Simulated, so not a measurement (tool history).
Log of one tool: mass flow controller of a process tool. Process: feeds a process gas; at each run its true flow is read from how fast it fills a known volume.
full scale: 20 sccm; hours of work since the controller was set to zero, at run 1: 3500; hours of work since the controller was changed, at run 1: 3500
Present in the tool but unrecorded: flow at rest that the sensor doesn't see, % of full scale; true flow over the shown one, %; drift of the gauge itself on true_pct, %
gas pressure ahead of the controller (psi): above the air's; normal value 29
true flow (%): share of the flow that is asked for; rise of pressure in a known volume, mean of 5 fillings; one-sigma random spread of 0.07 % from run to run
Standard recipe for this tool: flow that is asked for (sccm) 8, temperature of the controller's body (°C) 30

run,hour,flow that is asked for (sccm),gas pressure ahead of the controller (psi),temperature of the controller's body (°C),hours of work since the controller was set to zero,hours of work since the controller was changed,true flow (%)
1,0,8,29,30,3500,3500,97.22
2,115.3,8,29,30,3547,3547,97.24
3,279.7,8,29,30,3615,3615,97.22
4,427.2,8,29,30,3676,3676,97.27
5,625.3,8,29,30,3758,3758,97.12
6,751.2,8,29,30,3810,3810,97.33
7,843.9,8,29,30,3849,3849,97.39
8,965.6,8,29,30,3899,3899,97.34
9,1116.2,8,29,30,3961,3961,97.26
10,1321.2,8,29,30,4046,4046,97.32
11,1424.1,12,29,30,4088,4088,98.68
12,1631,12,29,30,4174,4174,98.65
13,1813.7,12,29,30,4250,4250,98.59
14,2011.1,12,29,30,4331,4331,98.59
15,2214.8,12,29,30,4415,4415,98.66
16,2425.5,8,29,21,4503,4503,98.35
17,2537.9,8,35,21,4549,4549,98.13
18,2702.9,8,35,21,4617,4617,98.33
19,2892.2,3,21.3,30,4696,4696,92.96
20,3046,5,29,30,4759,4759,95.45
21,3138.6,5,29,30,4797,4797,95.39
22,3300.6,15,29,35,4864,4864,98.93
23,3491.3,15,29,30,4943,4943,99.53
24,3600.3,3,28.9,30,4988,4988,92.62
25,3770.9,8,25.1,32,5059,5059,97.14
26,3874.3,8,25.1,32,5102,5102,97.08
27,4038.9,8,38.1,26,5170,5170,97.72
28,4231.1,3,24.5,30,5249,5249,92.46
# hour 4293.2: controller's zero set anew
29,4366.5,7,28.3,38,30,5305,98.3
30,4550.8,7,28.3,38,107,5381,98.5
31,4695.4,7,28.3,38,166,5441,98.37
32,4786.8,8,26.5,24,204,5479,100.27
33,4884.4,3,37.3,37,244,5519,97.4
34,5044.3,9,29,20,311,5585,100.94
35,5203,11,29,38,376,5651,99.16
36,5307.9,5,36.7,28,420,5694,99.05

Same runs, no hidden state in the tool, same run-to-run variation:
run,true flow (%)
1,97.27
2,97.29
3,97.27
4,97.32
5,97.17
6,97.39
7,97.45
8,97.4
9,97.31
10,97.38
11,98.11
12,98.07
13,98
14,97.99
15,98.04
16,98.4
17,98.18
18,98.38
19,96.54
20,96.78
21,96.74
22,97.96
23,98.54
24,96.4
25,97.19
26,97.12
27,97.76
28,96.41
29,96.11
30,96.31
31,96.18
32,98.06
33,95.55
34,98.7
35,96.87
36,97.01

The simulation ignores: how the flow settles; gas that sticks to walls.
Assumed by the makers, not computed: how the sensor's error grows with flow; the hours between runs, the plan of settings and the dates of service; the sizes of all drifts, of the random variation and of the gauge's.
